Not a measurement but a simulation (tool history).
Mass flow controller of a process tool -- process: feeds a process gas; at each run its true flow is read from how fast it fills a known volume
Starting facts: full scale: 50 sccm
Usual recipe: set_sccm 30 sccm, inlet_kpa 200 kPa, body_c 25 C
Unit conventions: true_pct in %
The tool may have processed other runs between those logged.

run    hour  set_sccm  inlet_kpa  body_c  true_pct
  1       0        30        200      25     98.04
  2   133.7        30        200      25     98.06
  3     267        33        200      25     97.96
  4   448.5        30        200      25      97.9
  5   603.4        30        200      36     96.67
  6   684.8        30        200      36     96.62
  7   855.3        30        200      36     96.47
  8   935.5        30        200      36     96.42
  9  1029.2        21        200      25     97.23
 10    1108        21        200      25     97.27
 11  1274.2        21        200      25     97.14
 12  1361.5        21        200      25     97.14
 13    1447        30        200      25     97.56
 14  1540.4        29        200      25     97.47
 15  1671.9        29        200      25      97.3
 16  1839.7        30        200      25     97.42
 17  1942.5        30        163      25     97.47
 18  2041.8        30        163      25     97.46
 19  2116.5        30        163      25     97.51
 20  2241.1        30        163      25     97.31
 21  2376.9        30        163      25     97.25
 22  2510.7        30        163      25     97.22
 23  2638.4        30        200      25     96.99
 24  2730.5        30        200      25     97.07
 25  2837.6        30        200      26     97.03
 26    2940        30        200      26     96.95
 27    3107        30        182      25     97.04
 28  3261.4        30        182      25     96.86
 29  3427.2        27        200      27     96.36
 30  3500.3        27        200      27     96.23
 31  3631.2         9        213      27     94.41
 32  3776.2         9        213      27     94.21
 33  3899.8         9        213      27      94.3
 34  3972.5        36        200      21     97.23
 35  4123.8         6        179      27     93.02
 36  4210.6         6        179      27     92.74
 37  4330.8        24        151      23     96.44
 38  4510.6        12        190      24     94.87
 39  4588.7        12        190      24     94.75
 40    4685         5        227      25     91.88
 41  4859.4         5        227      25     91.68
 42  4955.1         9        152      34     92.98
 43  5039.1         9        152      34     92.92
 44  5157.6        29        239      25     95.85
 45    5243        29        239      25     95.92
 46  5411.3         9        239      25     93.27
 47  5576.8         9        239      25     93.33

What if the next run were any one of these 3? Each begins from the tool's condition after run 47:
  A  5718.7        21        200      25         ?
  B  5718.7        18        166      39         ?
  C  5718.7        44        200      25         ?

run  true_pct
  A     95.17
  B     93.58
  C     96.58
Take away the tool's hidden state, keep each run's random variation, and the runs would have read:
run  true_pct
  A     99.03
  B     97.64
  C     99.84
